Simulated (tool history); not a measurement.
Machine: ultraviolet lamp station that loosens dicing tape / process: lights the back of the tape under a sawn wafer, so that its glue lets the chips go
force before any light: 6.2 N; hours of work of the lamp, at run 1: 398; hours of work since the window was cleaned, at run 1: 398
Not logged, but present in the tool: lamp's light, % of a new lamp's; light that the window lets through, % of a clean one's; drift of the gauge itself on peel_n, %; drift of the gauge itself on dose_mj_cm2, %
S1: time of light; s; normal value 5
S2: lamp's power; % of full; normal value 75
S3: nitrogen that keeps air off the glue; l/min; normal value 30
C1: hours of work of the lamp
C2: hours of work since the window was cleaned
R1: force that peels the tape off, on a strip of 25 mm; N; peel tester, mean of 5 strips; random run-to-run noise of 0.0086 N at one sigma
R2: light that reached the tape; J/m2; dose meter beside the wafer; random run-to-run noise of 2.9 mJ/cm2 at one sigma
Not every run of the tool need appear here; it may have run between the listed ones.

| run | hour | S1 | S2 | S3 | C1 | C2 | R1 | R2 |
|---|---|---|---|---|---|---|---|---|
| 1 | 0.0 | 5 | 75 | 30 | 398 | 398 | 0.545 | 3190 |
| 2 | 39.8 | 5 | 75 | 30 | 418 | 418 | 0.565 | 3060 |
| 3 | 103.3 | 5 | 75 | 30 | 451 | 451 | 0.601 | 3030 |
| 4 | 143.0 | 5 | 75 | 30 | 472 | 472 | 0.622 | 3000 |
| 5 | 203.3 | 5 | 75 | 30 | 503 | 503 | 0.631 | 2960 |
| 6 | 257.6 | 5 | 77 | 30 | 531 | 531 | 0.662 | 2930 |
| 7 | 322.5 | 5 | 77 | 30 | 565 | 565 | 0.667 | 2930 |
| 8 | 352.5 | 5 | 75 | 39 | 580 | 580 | 0.604 | 2760 |
| 9 | 398.7 | 5 | 75 | 39 | 604 | 604 | 0.628 | 2720 |
| 10 | 448.0 | 5 | 75 | 39 | 630 | 630 | 0.632 | 2640 |
| 11 | 474.9 | 5 | 75 | 39 | 643 | 643 | 0.660 | 2640 |
|  | 480.7 | lamp changed |
|  | 531.5 | window cleaned of glue's vapour |
| 12 | 535.7 | 5 | 75 | 30 | 28 | 2 | 0.480 | 3420 |
| 13 | 592.8 | 5 | 75 | 30 | 58 | 32 | 0.511 | 3340 |
| 14 | 652.0 | 5 | 75 | 43 | 88 | 62 | 0.417 | 3260 |
| 15 | 715.9 | 5 | 75 | 43 | 121 | 95 | 0.420 | 3200 |
|  | 741.2 | window cleaned of glue's vapour, once more |
| 16 | 754.0 | 5 | 75 | 43 | 141 | 7 | 0.303 | 3770 |
| 17 | 786.5 | 5 | 75 | 43 | 158 | 23 | 0.314 | 3730 |
| 18 | 825.0 | 9 | 75 | 43 | 178 | 43 | 0.183 | 6730 |
| 19 | 870.4 | 9 | 75 | 43 | 201 | 67 | 0.184 | 6630 |
| 20 | 917.5 | 9 | 75 | 43 | 225 | 91 | 0.193 | 6430 |
| 21 | 971.3 | 9 | 75 | 43 | 253 | 119 | 0.195 | 6380 |
| 22 | 1027.7 | 5 | 75 | 30 | 283 | 148 | 0.478 | 3470 |
| 23 | 1089.1 | 4 | 75 | 10 | 314 | 180 | 1.529 | 2680 |
| 24 | 1151.5 | 4 | 75 | 31 | 347 | 212 | 0.752 | 2670 |
| 25 | 1191.8 | 4 | 94 | 31 | 367 | 233 | 0.496 | 3280 |
| 26 | 1220.8 | 4 | 94 | 31 | 382 | 248 | 0.513 | 3280 |
| 27 | 1265.1 | 3 | 94 | 59 | 405 | 271 | 0.611 | 2410 |
| 28 | 1296.3 | 3 | 61 | 35 | 421 | 287 | 1.630 | 1540 |
| 29 | 1344.6 | 5 | 75 | 30 | 446 | 312 | 0.603 | 3090 |
| 30 | 1377.3 | 8 | 75 | 30 | 463 | 329 | 0.267 | 4850 |
| 31 | 1407.5 | 7 | 73 | 36 | 479 | 345 | 0.305 | 4140 |
| 32 | 1456.9 | 3 | 91 | 30 | 505 | 370 | 1.088 | 2160 |
| 33 | 1486.9 | 3 | 91 | 30 | 520 | 386 | 1.157 | 2100 |
| 34 | 1516.5 | 3 | 91 | 30 | 535 | 401 | 1.141 | 2080 |
| 35 | 1548.7 | 9 | 87 | 10 | 552 | 418 | 0.399 | 5970 |
| 36 | 1584.9 | 3 | 65 | 13 | 571 | 437 | 2.611 | 1480 |
| 37 | 1613.6 | 3 | 65 | 13 | 586 | 451 | 2.606 | 1440 |
| 38 | 1666.4 | 2 | 75 | 30 | 613 | 479 | 2.479 | 1100 |
| 39 | 1698.0 | 4 | 75 | 11 | 629 | 495 | 1.958 | 2100 |
|  | 1733.2 | lamp changed |
| 40 | 1755.2 | 5 | 67 | 39 | 11 | 524 | 0.438 | 3280 |
| 41 | 1803.1 | 2 | 99 | 22 | 36 | 549 | 1.572 | 1890 |
| 42 | 1830.0 | 8 | 75 | 36 | 50 | 563 | 0.214 | 5650 |
| 43 | 1880.9 | 8 | 75 | 36 | 76 | 589 | 0.214 | 5620 |

Hidden state or all else? Some run-to-run changes of R1, split into what the settings, what came in and random variation would give without the hidden state, and what is left for the hidden state (with any gauge scatter that isn't in both results):
Run 31 -> 32: S1 7 -> 3, S2 73 -> 91, S3 36 -> 30. R1 +0.783 N: hidden state +0.373, all else +0.410.
Run 35 -> 36: S1 9 -> 3, S2 87 -> 65, S3 10 -> 13. R1 +2.212 N: hidden state +0.641, all else +1.571.
Run 39 -> 40: S1 4 -> 5, S2 75 -> 67, S3 11 -> 39, lamp changed. R1 -1.520 N: hidden state -0.757, all else -0.763.
Run 41 -> 42: S1 2 -> 8, S2 99 -> 75, S3 22 -> 36. R1 -1.358 N: hidden state -0.234, all else -1.124.

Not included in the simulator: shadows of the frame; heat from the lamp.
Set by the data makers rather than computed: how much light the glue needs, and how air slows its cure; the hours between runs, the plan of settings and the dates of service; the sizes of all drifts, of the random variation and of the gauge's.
